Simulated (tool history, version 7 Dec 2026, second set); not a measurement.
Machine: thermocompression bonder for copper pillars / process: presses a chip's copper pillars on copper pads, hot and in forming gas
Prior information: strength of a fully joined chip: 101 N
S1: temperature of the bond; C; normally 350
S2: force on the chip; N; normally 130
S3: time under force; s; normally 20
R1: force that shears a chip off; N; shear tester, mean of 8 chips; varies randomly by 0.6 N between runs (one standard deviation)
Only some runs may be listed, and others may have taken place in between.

Run 1, hour 0: usual settings. Result: R1 57.5 N.
Run 2, hour 37.2: usual settings. Result: R1 58.5 N.
Run 3, hour 96.6: usual settings. Result: R1 57.8 N.
Run 4, hour 157.8: usual settings. Result: R1 56.6 N.
Run 5, hour 198.6: usual settings but S2 86 N. Result: R1 36.7 N.
At hour 209.8: forming gas filter changed.
Run 6, hour 239.4: usual settings but S2 86 N. Result: R1 38 N.
Run 7, hour 280.1: usual settings but S3 13 s. Result: R1 49.9 N.
Run 8, hour 313.2: usual settings but S3 13 s. Result: R1 49.5 N.
Run 9, hour 341.1: usual settings but S3 10 s. Result: R1 45.4 N.
Run 10, hour 382.7: usual settings but S3 10 s. Result: R1 46.4 N.
Run 11, hour 428.2: usual settings but S2 116 N. Result: R1 50.3 N.
Run 12, hour 461.3: usual settings but S2 116 N, S3 19 s. Result: R1 50.4 N.
Run 13, hour 505.7: usual settings but S2 116 N, S3 19 s. Result: R1 49.5 N.
At hour 557.9: forming gas filter changed.
Run 14, hour 558.1: usual settings but S3 18 s. Result: R1 56.2 N.
Run 15, hour 606.5: usual settings but S3 30 s. Result: R1 64.9 N.
Run 16, hour 650.5: usual settings but S1 373 C. Result: R1 69.6 N.
Run 17, hour 677.6: usual settings but S1 373 C. Result: R1 69.7 N.
Run 18, hour 727.3: usual settings but S1 373 C. Result: R1 69.5 N.
Run 19, hour 771.7: usual settings but S1 373 C. Result: R1 69 N.
Run 20, hour 822.3: usual settings but S1 373 C. Result: R1 68.8 N.

Forecast run 21:
Run 21, hour 855.6: usual settings but S1 373 C. Result: R1 ?.

Run 21 gave R1 68.3 N.
On a tool with no hidden condition, and with the same random variation, this run would have come out at R1 70.9 N.
